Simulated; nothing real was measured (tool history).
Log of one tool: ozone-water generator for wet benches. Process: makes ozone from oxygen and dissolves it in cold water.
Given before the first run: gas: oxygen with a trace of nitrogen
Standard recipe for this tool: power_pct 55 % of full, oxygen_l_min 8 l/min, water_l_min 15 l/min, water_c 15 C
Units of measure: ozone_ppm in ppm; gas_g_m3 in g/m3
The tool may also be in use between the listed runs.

Run 1, hour 0: usual settings. Result: ozone_ppm 32.9 ppm, gas_g_m3 218.4 g/m3.
Run 2, hour 102.8: usual settings but oxygen_l_min 10.81 l/min. Result: ozone_ppm 30.2 ppm, gas_g_m3 177.2 g/m3.
Run 3, hour 185: usual settings. Result: ozone_ppm 33.8 ppm, gas_g_m3 217.4 g/m3.
Run 4, hour 294.8: usual settings but water_l_min 20 l/min. Result: ozone_ppm 27.2 ppm, gas_g_m3 218.9 g/m3.
Run 5, hour 371.3: usual settings but water_l_min 20 l/min. Result: ozone_ppm 26.9 ppm, gas_g_m3 219 g/m3.
At hour 395.6: contactor cleaned.
Run 6, hour 488.9: usual settings. Result: ozone_ppm 33.6 ppm, gas_g_m3 220.4 g/m3.
Run 7, hour 570.2: usual settings. Result: ozone_ppm 33.3 ppm, gas_g_m3 221.7 g/m3.
Run 8, hour 667: usual settings. Result: ozone_ppm 33.3 ppm, gas_g_m3 222.3 g/m3.
At hour 740.7: water thermometer calibrated.
Run 9, hour 774.9: usual settings but power_pct 52 % of full. Result: ozone_ppm 32.2 ppm, gas_g_m3 213 g/m3.
Run 10, hour 835.4: usual settings but power_pct 52 % of full. Result: ozone_ppm 32.1 ppm, gas_g_m3 211.8 g/m3.
Run 11, hour 915.5: usual settings but power_pct 52 % of full. Result: ozone_ppm 32.4 ppm, gas_g_m3 213.8 g/m3.
Run 12, hour 1027.5: usual settings but water_l_min 11 l/min. Result: ozone_ppm 40.3 ppm, gas_g_m3 219.4 g/m3.
Run 13, hour 1081: usual settings but power_pct 99 % of full, water_l_min 11 l/min. Result: ozone_ppm 57.1 ppm, gas_g_m3 316.2 g/m3.
Run 14, hour 1189.9: usual settings but power_pct 43 % of full, water_l_min 12 l/min, water_c 12 C. Result: ozone_ppm 35.2 ppm, gas_g_m3 190.4 g/m3.
Run 15, hour 1261.7: usual settings but power_pct 44 % of full, water_l_min 12 l/min, water_c 12 C. Result: ozone_ppm 35.6 ppm, gas_g_m3 191.7 g/m3.
Run 16, hour 1315.7: usual settings but power_pct 44 % of full, water_l_min 12 l/min, water_c 12 C. Result: ozone_ppm 35.7 ppm, gas_g_m3 191.3 g/m3.
Run 17, hour 1429.3: usual settings but water_l_min 12 l/min. Result: ozone_ppm 38.6 ppm, gas_g_m3 221.1 g/m3.
Run 18, hour 1499.1: usual settings but oxygen_l_min 14.11 l/min, water_l_min 19 l/min. Result: ozone_ppm 23.8 ppm, gas_g_m3 149.8 g/m3.
Run 19, hour 1553.7: usual settings but oxygen_l_min 14.11 l/min, water_l_min 19 l/min. Result: ozone_ppm 24 ppm, gas_g_m3 148.5 g/m3.
Run 20, hour 1666.3: usual settings but oxygen_l_min 14.11 l/min, water_l_min 19 l/min. Result: ozone_ppm 23.8 ppm, gas_g_m3 149.5 g/m3.
Run 21, hour 1732.8: usual settings but oxygen_l_min 5.49 l/min. Result: ozone_ppm 36.3 ppm, gas_g_m3 284.9 g/m3.
Run 22, hour 1842.2: usual settings but water_c 8 C. Result: ozone_ppm 37.6 ppm, gas_g_m3 220.7 g/m3.
Run 23, hour 1957.1: usual settings but water_c 8 C. Result: ozone_ppm 37.4 ppm, gas_g_m3 220.3 g/m3.
Run 24, hour 2020.7: usual settings but water_c 8 C. Result: ozone_ppm 38.2 ppm, gas_g_m3 220.4 g/m3.
Run 25, hour 2090.2: usual settings but oxygen_l_min 9.16 l/min, water_l_min 23 l/min, water_c 18 C. Result: ozone_ppm 22.1 ppm, gas_g_m3 199.9 g/m3.
Run 26, hour 2175.7: usual settings but power_pct 63 % of full. Result: ozone_ppm 35.9 ppm, gas_g_m3 237.5 g/m3.

Alternative continuations, all from the tool just after run 26; predict every row:
Run A, hour 2252.3: usual settings but power_pct 74 % of full, water_l_min 23 l/min, water_c 22 C. Result: ozone_ppm ?, gas_g_m3 ?.
Run B, hour 2252.3: usual settings but power_pct 75 % of full, water_c 7 C. Result: ozone_ppm ?, gas_g_m3 ?.
Run C, hour 2252.3: usual settings but power_pct 95 % of full, oxygen_l_min 4.45 l/min, water_c 17 C. Result: ozone_ppm ?, gas_g_m3 ?.
Run D, hour 2252.3: usual settings but power_pct 76 % of full, oxygen_l_min 9.97 l/min, water_l_min 16 l/min. Result: ozone_ppm ?, gas_g_m3 ?.
Run E, hour 2252.3: usual settings but power_pct 47 % of full, oxygen_l_min 6.44 l/min, water_l_min 19 l/min. Result: ozone_ppm ?, gas_g_m3 ?.

run  ozone_ppm  gas_g_m3
  A       25.8     264.7
  B       46.9     266.7
  C       50.9     458.4
  D       36.2     229.8
  E       26.4     232.8
Take away the tool's hidden state, keep each run's random variation, and the runs would have read:
run  ozone_ppm  gas_g_m3
  A       25.9     265.2
  B         47     267.1
  C         51     459.4
  D       36.3     230.2
  E       26.5     233.1
